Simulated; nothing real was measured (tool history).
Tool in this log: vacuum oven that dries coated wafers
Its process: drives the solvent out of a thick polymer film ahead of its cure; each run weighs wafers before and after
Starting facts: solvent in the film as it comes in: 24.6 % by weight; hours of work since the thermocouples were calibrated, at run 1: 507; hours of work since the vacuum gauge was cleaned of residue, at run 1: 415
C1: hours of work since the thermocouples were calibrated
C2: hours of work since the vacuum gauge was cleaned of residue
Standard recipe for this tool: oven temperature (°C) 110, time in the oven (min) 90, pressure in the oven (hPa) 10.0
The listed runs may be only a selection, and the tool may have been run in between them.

{"run": 1, "hour": 0.0, "oven temperature (°C)": 110, "time in the oven (min)": 90, "pressure in the oven (hPa)": 10.0, "C1": 507, "C2": 415, "solvent left in the film (%)": 1.58}
{"run": 2, "hour": 16.6, "oven temperature (°C)": 110, "time in the oven (min)": 90, "pressure in the oven (hPa)": 10.0, "C1": 516, "C2": 424, "solvent left in the film (%)": 1.54}
{"run": 3, "hour": 31.2, "oven temperature (°C)": 110, "time in the oven (min)": 90, "pressure in the oven (hPa)": 10.0, "C1": 524, "C2": 432, "solvent left in the film (%)": 1.6}
{"run": 4, "hour": 49.5, "oven temperature (°C)": 110, "time in the oven (min)": 83, "pressure in the oven (hPa)": 10.0, "C1": 534, "C2": 442, "solvent left in the film (%)": 1.8}
{"run": 5, "hour": 70.3, "oven temperature (°C)": 110, "time in the oven (min)": 90, "pressure in the oven (hPa)": 10.0, "C1": 546, "C2": 454, "solvent left in the film (%)": 1.56}
{"run": 6, "hour": 80.8, "oven temperature (°C)": 110, "time in the oven (min)": 90, "pressure in the oven (hPa)": 10.0, "C1": 552, "C2": 460, "solvent left in the film (%)": 1.53}
{"run": 7, "hour": 93.6, "oven temperature (°C)": 110, "time in the oven (min)": 90, "pressure in the oven (hPa)": 10.0, "C1": 559, "C2": 467, "solvent left in the film (%)": 1.48}
{"run": 8, "hour": 107.7, "oven temperature (°C)": 110, "time in the oven (min)": 90, "pressure in the oven (hPa)": 10.0, "C1": 566, "C2": 475, "solvent left in the film (%)": 1.55}
{"run": 9, "hour": 124.5, "oven temperature (°C)": 96, "time in the oven (min)": 90, "pressure in the oven (hPa)": 10.0, "C1": 576, "C2": 484, "solvent left in the film (%)": 5.19}
{"run": 10, "hour": 135.8, "oven temperature (°C)": 96, "time in the oven (min)": 90, "pressure in the oven (hPa)": 10.0, "C1": 582, "C2": 490, "solvent left in the film (%)": 5.07}
{"run": 11, "hour": 149.1, "oven temperature (°C)": 96, "time in the oven (min)": 90, "pressure in the oven (hPa)": 10.0, "C1": 589, "C2": 498, "solvent left in the film (%)": 5.03}
{"run": 12, "hour": 158.9, "oven temperature (°C)": 110, "time in the oven (min)": 90, "pressure in the oven (hPa)": 15.5, "C1": 595, "C2": 503, "solvent left in the film (%)": 1.97}
{"run": 13, "hour": 173.8, "oven temperature (°C)": 110, "time in the oven (min)": 114, "pressure in the oven (hPa)": 10.0, "C1": 603, "C2": 511, "solvent left in the film (%)": 1.15}
{"run": 14, "hour": 189.9, "oven temperature (°C)": 110, "time in the oven (min)": 90, "pressure in the oven (hPa)": 10.0, "C1": 612, "C2": 520, "solvent left in the film (%)": 1.53}
{"run": 15, "hour": 211.3, "oven temperature (°C)": 110, "time in the oven (min)": 90, "pressure in the oven (hPa)": 10.0, "C1": 624, "C2": 532, "solvent left in the film (%)": 1.56}
{"run": 16, "hour": 224.2, "oven temperature (°C)": 110, "time in the oven (min)": 90, "pressure in the oven (hPa)": 10.0, "C1": 631, "C2": 539, "solvent left in the film (%)": 1.56}
{"run": 17, "hour": 243.1, "oven temperature (°C)": 110, "time in the oven (min)": 129, "pressure in the oven (hPa)": 10.0, "C1": 641, "C2": 549, "solvent left in the film (%)": 0.95}
{"run": 18, "hour": 258.2, "oven temperature (°C)": 110, "time in the oven (min)": 129, "pressure in the oven (hPa)": 10.0, "C1": 650, "C2": 558, "solvent left in the film (%)": 1.0}
{"run": 19, "hour": 272.1, "oven temperature (°C)": 110, "time in the oven (min)": 129, "pressure in the oven (hPa)": 10.0, "C1": 657, "C2": 565, "solvent left in the film (%)": 1.07}
{"run": 20, "hour": 287.9, "oven temperature (°C)": 110, "time in the oven (min)": 129, "pressure in the oven (hPa)": 10.0, "C1": 666, "C2": 574, "solvent left in the film (%)": 0.96}
{"run": 21, "hour": 304.4, "oven temperature (°C)": 107, "time in the oven (min)": 71, "pressure in the oven (hPa)": 7.2, "C1": 675, "C2": 583, "solvent left in the film (%)": 2.78}
{"run": 22, "hour": 320.7, "oven temperature (°C)": 107, "time in the oven (min)": 71, "pressure in the oven (hPa)": 5.2, "C1": 684, "C2": 592, "solvent left in the film (%)": 2.7}
{"run": 23, "hour": 338.0, "oven temperature (°C)": 96, "time in the oven (min)": 96, "pressure in the oven (hPa)": 7.7, "C1": 694, "C2": 602, "solvent left in the film (%)": 4.57}
{"run": 24, "hour": 355.3, "oven temperature (°C)": 110, "time in the oven (min)": 124, "pressure in the oven (hPa)": 36.3, "C1": 703, "C2": 611, "solvent left in the film (%)": 2.93}
{"run": 25, "hour": 376.7, "oven temperature (°C)": 97, "time in the oven (min)": 76, "pressure in the oven (hPa)": 31.5, "C1": 715, "C2": 623, "solvent left in the film (%)": 7.94}
{"run": 26, "hour": 397.4, "oven temperature (°C)": 119, "time in the oven (min)": 76, "pressure in the oven (hPa)": 8.9, "C1": 727, "C2": 635, "solvent left in the film (%)": 0.79}
{"run": 27, "hour": 406.7, "oven temperature (°C)": 119, "time in the oven (min)": 76, "pressure in the oven (hPa)": 8.9, "C1": 732, "C2": 640, "solvent left in the film (%)": 0.85}
{"hour": 410.4, "done": "oven's thermocouples calibrated"}
{"run": 28, "hour": 430.2, "oven temperature (°C)": 119, "time in the oven (min)": 76, "pressure in the oven (hPa)": 8.9, "C1": 11, "C2": 652, "solvent left in the film (%)": 0.81}
{"run": 29, "hour": 445.3, "oven temperature (°C)": 119, "time in the oven (min)": 76, "pressure in the oven (hPa)": 8.9, "C1": 19, "C2": 660, "solvent left in the film (%)": 0.85}
{"run": 30, "hour": 461.6, "oven temperature (°C)": 109, "time in the oven (min)": 90, "pressure in the oven (hPa)": 31.3, "C1": 28, "C2": 669, "solvent left in the film (%)": 3.31}
{"hour": 471.2, "done": "oven's thermocouples calibrated, once more"}
{"run": 31, "hour": 481.1, "oven temperature (°C)": 109, "time in the oven (min)": 90, "pressure in the oven (hPa)": 31.3, "C1": 5, "C2": 679, "solvent left in the film (%)": 3.05}
{"run": 32, "hour": 492.3, "oven temperature (°C)": 107, "time in the oven (min)": 81, "pressure in the oven (hPa)": 9.2, "C1": 12, "C2": 685, "solvent left in the film (%)": 2.13}
{"run": 33, "hour": 503.8, "oven temperature (°C)": 107, "time in the oven (min)": 81, "pressure in the oven (hPa)": 9.2, "C1": 18, "C2": 691, "solvent left in the film (%)": 2.16}
{"run": 34, "hour": 522.2, "oven temperature (°C)": 98, "time in the oven (min)": 81, "pressure in the oven (hPa)": 18.5, "C1": 28, "C2": 702, "solvent left in the film (%)": 5.48}
{"run": 35, "hour": 533.4, "oven temperature (°C)": 110, "time in the oven (min)": 55, "pressure in the oven (hPa)": 33.3, "C1": 34, "C2": 708, "solvent left in the film (%)": 4.6}
{"run": 36, "hour": 545.8, "oven temperature (°C)": 110, "time in the oven (min)": 55, "pressure in the oven (hPa)": 33.3, "C1": 41, "C2": 715, "solvent left in the film (%)": 4.63}
{"run": 37, "hour": 556.9, "oven temperature (°C)": 109, "time in the oven (min)": 73, "pressure in the oven (hPa)": 12.1, "C1": 47, "C2": 721, "solvent left in the film (%)": 2.27}
{"run": 38, "hour": 576.8, "oven temperature (°C)": 98, "time in the oven (min)": 90, "pressure in the oven (hPa)": 10.0, "C1": 58, "C2": 732, "solvent left in the film (%)": 4.17}
{"run": 39, "hour": 597.9, "oven temperature (°C)": 98, "time in the oven (min)": 98, "pressure in the oven (hPa)": 8.6, "C1": 70, "C2": 743, "solvent left in the film (%)": 3.53}

5 ways to go on from here, each from the tool as it stands after run 39. What would each give?
{"run": "A", "hour": 607.6, "oven temperature (°C)": 120, "time in the oven (min)": 98, "pressure in the oven (hPa)": 18.8, "C1": 75, "C2": 749, "solvent left in the film (%)": "?"}
{"run": "B", "hour": 607.6, "oven temperature (°C)": 100, "time in the oven (min)": 142, "pressure in the oven (hPa)": 13.3, "C1": 75, "C2": 749, "solvent left in the film (%)": "?"}
{"run": "C", "hour": 607.6, "oven temperature (°C)": 103, "time in the oven (min)": 55, "pressure in the oven (hPa)": 13.8, "C1": 75, "C2": 749, "solvent left in the film (%)": "?"}
{"run": "D", "hour": 607.6, "oven temperature (°C)": 104, "time in the oven (min)": 123, "pressure in the oven (hPa)": 10.8, "C1": 75, "C2": 749, "solvent left in the film (%)": "?"}
{"run": "E", "hour": 607.6, "oven temperature (°C)": 110, "time in the oven (min)": 54, "pressure in the oven (hPa)": 38.1, "C1": 75, "C2": 749, "solvent left in the film (%)": "?"}

run=A solvent_left_in_the_film_(%)=1.03
run=B solvent_left_in_the_film_(%)=2.20
run=C solvent_left_in_the_film_(%)=5.64
run=D solvent_left_in_the_film_(%)=1.67
run=E solvent_left_in_the_film_(%)=5.01
Stripped of hidden state, with their random variation kept, the same runs would have yielded:
run=A solvent_left_in_the_film_(%)=1.01
run=B solvent_left_in_the_film_(%)=2.21
run=C solvent_left_in_the_film_(%)=5.76
run=D solvent_left_in_the_film_(%)=1.67
run=E solvent_left_in_the_film_(%)=5.12
